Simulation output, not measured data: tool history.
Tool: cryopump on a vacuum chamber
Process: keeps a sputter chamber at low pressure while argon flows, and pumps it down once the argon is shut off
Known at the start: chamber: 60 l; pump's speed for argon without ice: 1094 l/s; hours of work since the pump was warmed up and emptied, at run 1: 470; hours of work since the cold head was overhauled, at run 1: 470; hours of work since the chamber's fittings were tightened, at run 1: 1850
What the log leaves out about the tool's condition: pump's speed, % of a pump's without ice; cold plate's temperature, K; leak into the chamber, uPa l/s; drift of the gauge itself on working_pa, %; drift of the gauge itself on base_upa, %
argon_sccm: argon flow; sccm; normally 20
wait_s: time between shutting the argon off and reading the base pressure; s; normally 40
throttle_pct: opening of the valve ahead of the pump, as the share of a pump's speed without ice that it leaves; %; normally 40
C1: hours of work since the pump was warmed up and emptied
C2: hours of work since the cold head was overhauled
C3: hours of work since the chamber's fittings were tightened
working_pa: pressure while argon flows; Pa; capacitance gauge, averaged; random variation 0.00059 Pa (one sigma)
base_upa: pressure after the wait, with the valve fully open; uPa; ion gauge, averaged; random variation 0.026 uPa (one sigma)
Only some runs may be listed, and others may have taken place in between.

Run 1, hour 0: usual settings; C1 470; C2 470; C3 1850. Result: working_pa 0.0861 Pa, base_upa 2.71 uPa.
Run 2, hour 59.2: usual settings; C1 502; C2 502; C3 1882. Result: working_pa 0.0879 Pa, base_upa 2.64 uPa.
At hour 124.6: pump warmed up, emptied and cooled again.
Run 3, hour 133.7: usual settings; C1 5; C2 539; C3 1919. Result: working_pa 0.0774 Pa, base_upa 2.33 uPa.
Run 4, hour 185.1: usual settings; C1 32; C2 566; C3 1946. Result: working_pa 0.0774 Pa, base_upa 2.31 uPa.
Run 5, hour 226.3: usual settings; C1 54; C2 588; C3 1968. Result: working_pa 0.079 Pa, base_upa 2.3 uPa.
Run 6, hour 258.4: usual settings; C1 71; C2 605; C3 1985. Result: working_pa 0.0793 Pa, base_upa 2.34 uPa.
Run 7, hour 318.8: usual settings but throttle_pct 28 %; C1 103; C2 637; C3 2017. Result: working_pa 0.1122 Pa, base_upa 2.42 uPa.
Run 8, hour 356.1: usual settings but throttle_pct 15 %; C1 123; C2 657; C3 2037. Result: working_pa 0.2084 Pa, base_upa 2.45 uPa.
Run 9, hour 422: usual settings but throttle_pct 15 %; C1 158; C2 692; C3 2072. Result: working_pa 0.2096 Pa, base_upa 2.49 uPa.
Run 10, hour 486.8: usual settings but wait_s 203 s, throttle_pct 15 %; C1 193; C2 727; C3 2106. Result: working_pa 0.2093 Pa, base_upa 1.83 uPa.
Run 11, hour 545.2: usual settings but wait_s 203 s, throttle_pct 15 %; C1 224; C2 758; C3 2137. Result: working_pa 0.2107 Pa, base_upa 1.88 uPa.
Run 12, hour 604.9: usual settings but throttle_pct 49 %; C1 255; C2 790; C3 2169. Result: working_pa 0.0679 Pa, base_upa 2.68 uPa.
Run 13, hour 645.4: usual settings but argon_sccm 13 sccm, throttle_pct 16 %; C1 277; C2 811; C3 2191. Result: working_pa 0.1292 Pa, base_upa 2.72 uPa.
Run 14, hour 717.1: usual settings but argon_sccm 13 sccm, throttle_pct 21 %; C1 315; C2 849; C3 2229. Result: working_pa 0.1006 Pa, base_upa 2.71 uPa.
Run 15, hour 768.5: usual settings but argon_sccm 13 sccm, throttle_pct 21 %; C1 343; C2 877; C3 2256. Result: working_pa 0.1011 Pa, base_upa 2.87 uPa.
Run 16, hour 827.8: usual settings but argon_sccm 35 sccm, throttle_pct 21 %; C1 374; C2 908; C3 2288. Result: working_pa 0.2728 Pa, base_upa 2.84 uPa.
Run 17, hour 865.7: usual settings but argon_sccm 35 sccm, wait_s 30 s, throttle_pct 15 %; C1 394; C2 928; C3 2308. Result: working_pa 0.3785 Pa, base_upa 3.16 uPa.
Run 18, hour 932.2: usual settings but argon_sccm 35 sccm, wait_s 30 s, throttle_pct 15 %; C1 430; C2 964; C3 2343. Result: working_pa 0.3742 Pa, base_upa 3.3 uPa.
Run 19, hour 967.7: usual settings but wait_s 278 s, throttle_pct 27 %; C1 448; C2 982; C3 2362. Result: working_pa 0.1228 Pa, base_upa 2.29 uPa.
Run 20, hour 1010.4: usual settings but wait_s 146 s; C1 471; C2 1005; C3 2385. Result: working_pa 0.0879 Pa, base_upa 2.42 uPa.
Run 21, hour 1058.9: usual settings but argon_sccm 9 sccm, wait_s 43 s, throttle_pct 39 %; C1 497; C2 1031; C3 2411. Result: working_pa 0.0399 Pa, base_upa 3.05 uPa.
Run 22, hour 1120: usual settings but argon_sccm 32 sccm, wait_s 67 s, throttle_pct 48 %; C1 529; C2 1063; C3 2443. Result: working_pa 0.1219 Pa, base_upa 2.87 uPa.
At hour 1133.4: pump warmed up, emptied and cooled again.
Run 23, hour 1176.7: usual settings but argon_sccm 32 sccm, wait_s 67 s, throttle_pct 48 %; C1 23; C2 1091; C3 2471. Result: working_pa 0.1042 Pa, base_upa 2.17 uPa.
Run 24, hour 1223.2: usual settings but argon_sccm 39 sccm, wait_s 27 s, throttle_pct 48 %; C1 48; C2 1116; C3 2495. Result: working_pa 0.1287 Pa, base_upa 3.01 uPa.

Some steps in working_pa, run to run, broken into two amounts with sign: the step expected even without the hidden condition (settings, incoming material, random variation), and the rest, left for the hidden condition together with whatever gauge scatter is not in both the measured and the hidden-condition-free result:
Run 15 -> 16: argon_sccm 13 -> 35. working_pa +0.1717 Pa: hidden state +0.0091, all else +0.1626.
Run 18 -> 19: argon_sccm 35 -> 20, wait_s 30 -> 278, throttle_pct 15 -> 27. working_pa -0.2514 Pa: hidden state -0.0063, all else -0.2451.
Run 21 -> 22: argon_sccm 9 -> 32, wait_s 43 -> 67, throttle_pct 39 -> 48. working_pa +0.082 Pa: hidden state +0.0143, all else +0.0677.
Run 22 -> 23: pump warmed up, emptied and cooled again. working_pa -0.0177 Pa: hidden state -0.0181, all else +0.0004.
